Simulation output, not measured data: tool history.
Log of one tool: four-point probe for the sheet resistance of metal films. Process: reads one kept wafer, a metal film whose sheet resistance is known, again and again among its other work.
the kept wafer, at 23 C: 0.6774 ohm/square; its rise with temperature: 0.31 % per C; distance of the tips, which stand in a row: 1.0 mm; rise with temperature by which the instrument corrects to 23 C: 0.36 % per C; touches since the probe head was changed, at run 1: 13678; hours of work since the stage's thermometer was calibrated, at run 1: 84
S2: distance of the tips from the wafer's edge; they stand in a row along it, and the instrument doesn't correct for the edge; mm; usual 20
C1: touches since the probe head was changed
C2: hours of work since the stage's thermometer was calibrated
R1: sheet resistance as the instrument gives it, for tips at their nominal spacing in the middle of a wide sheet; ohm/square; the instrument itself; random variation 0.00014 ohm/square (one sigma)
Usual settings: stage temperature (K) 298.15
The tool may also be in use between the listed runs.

{"run": 1, "hour": 0.0, "stage temperature (K)": 298.15, "S2": 20, "C1": 13678, "C2": 84, "R1": 0.675606}
{"run": 2, "hour": 11.0, "stage temperature (K)": 298.15, "S2": 20, "C1": 13896, "C2": 88, "R1": 0.675707}
{"run": 3, "hour": 20.3, "stage temperature (K)": 298.15, "S2": 20, "C1": 14081, "C2": 92, "R1": 0.675542}
{"run": 4, "hour": 33.1, "stage temperature (K)": 298.15, "S2": 20, "C1": 14334, "C2": 98, "R1": 0.675588}
{"run": 5, "hour": 43.5, "stage temperature (K)": 298.15, "S2": 20, "C1": 14539, "C2": 102, "R1": 0.675592}
{"run": 6, "hour": 59.2, "stage temperature (K)": 298.15, "S2": 20, "C1": 14851, "C2": 109, "R1": 0.675565}
{"run": 7, "hour": 69.8, "stage temperature (K)": 298.15, "S2": 20, "C1": 15062, "C2": 113, "R1": 0.67563}
{"run": 8, "hour": 83.3, "stage temperature (K)": 298.15, "S2": 20, "C1": 15329, "C2": 119, "R1": 0.675736}
{"run": 9, "hour": 98.7, "stage temperature (K)": 298.15, "S2": 20, "C1": 15634, "C2": 125, "R1": 0.675788}
{"run": 10, "hour": 119.1, "stage temperature (K)": 298.15, "S2": 20, "C1": 16040, "C2": 134, "R1": 0.675582}
{"run": 11, "hour": 130.0, "stage temperature (K)": 298.15, "S2": 20, "C1": 16254, "C2": 139, "R1": 0.675456}
{"run": 12, "hour": 146.0, "stage temperature (K)": 298.15, "S2": 20, "C1": 16572, "C2": 146, "R1": 0.675408}
{"run": 13, "hour": 157.6, "stage temperature (K)": 298.15, "S2": 63, "C1": 16803, "C2": 150, "R1": 0.67464}
{"hour": 160.0, "done": "stage's thermometer calibrated"}
{"run": 14, "hour": 170.6, "stage temperature (K)": 294.15, "S2": 20, "C1": 17050, "C2": 4, "R1": 0.676781}
{"run": 15, "hour": 190.1, "stage temperature (K)": 297.15, "S2": 5, "C1": 17437, "C2": 13, "R1": 0.688957}
{"run": 16, "hour": 205.2, "stage temperature (K)": 297.15, "S2": 5, "C1": 17736, "C2": 19, "R1": 0.689115}
{"run": 17, "hour": 221.0, "stage temperature (K)": 297.15, "S2": 5, "C1": 18050, "C2": 26, "R1": 0.689086}
{"run": 18, "hour": 231.4, "stage temperature (K)": 299.15, "S2": 4, "C1": 18255, "C2": 30, "R1": 0.696205}
{"hour": 235.2, "done": "stage's thermometer calibrated, once more"}
{"run": 19, "hour": 241.2, "stage temperature (K)": 299.15, "S2": 4, "C1": 18440, "C2": 3, "R1": 0.696162}
{"run": 20, "hour": 257.0, "stage temperature (K)": 293.15, "S2": 26, "C1": 18753, "C2": 9, "R1": 0.676394}
{"run": 21, "hour": 269.1, "stage temperature (K)": 303.15, "S2": 4, "C1": 18994, "C2": 14, "R1": 0.694771}
{"run": 22, "hour": 281.7, "stage temperature (K)": 293.15, "S2": 7, "C1": 19242, "C2": 20, "R1": 0.68352}
{"run": 23, "hour": 290.8, "stage temperature (K)": 300.15, "S2": 21, "C1": 19423, "C2": 24, "R1": 0.67451}
{"run": 24, "hour": 309.3, "stage temperature (K)": 304.15, "S2": 59, "C1": 19789, "C2": 31, "R1": 0.672551}
{"run": 25, "hour": 319.9, "stage temperature (K)": 300.15, "S2": 66, "C1": 20000, "C2": 36, "R1": 0.673859}
{"run": 26, "hour": 331.6, "stage temperature (K)": 296.15, "S2": 66, "C1": 20232, "C2": 41, "R1": 0.67513}
{"run": 27, "hour": 344.8, "stage temperature (K)": 308.15, "S2": 3, "C1": 20494, "C2": 46, "R1": 0.709042}
{"run": 28, "hour": 353.4, "stage temperature (K)": 296.15, "S2": 44, "C1": 20665, "C2": 50, "R1": 0.675394}

3 ways to go on from here, each from the tool as it stands after run 28. What would each give?
{"run": "A", "hour": 364.8, "stage temperature (K)": 306.15, "S2": 44, "C1": 20891, "C2": 55, "R1": "?"}
{"run": "B", "hour": 364.8, "stage temperature (K)": 305.15, "S2": 21, "C1": 20891, "C2": 55, "R1": "?"}
{"run": "C", "hour": 364.8, "stage temperature (K)": 298.15, "S2": 22, "C1": 20891, "C2": 55, "R1": "?"}

run=A R1=0.671826
run=B R1=0.672910
run=C R1=0.675303
Without the tool's hidden state the same runs would have given:
run=A R1=0.674191
run=B R1=0.675279
run=C R1=0.677680
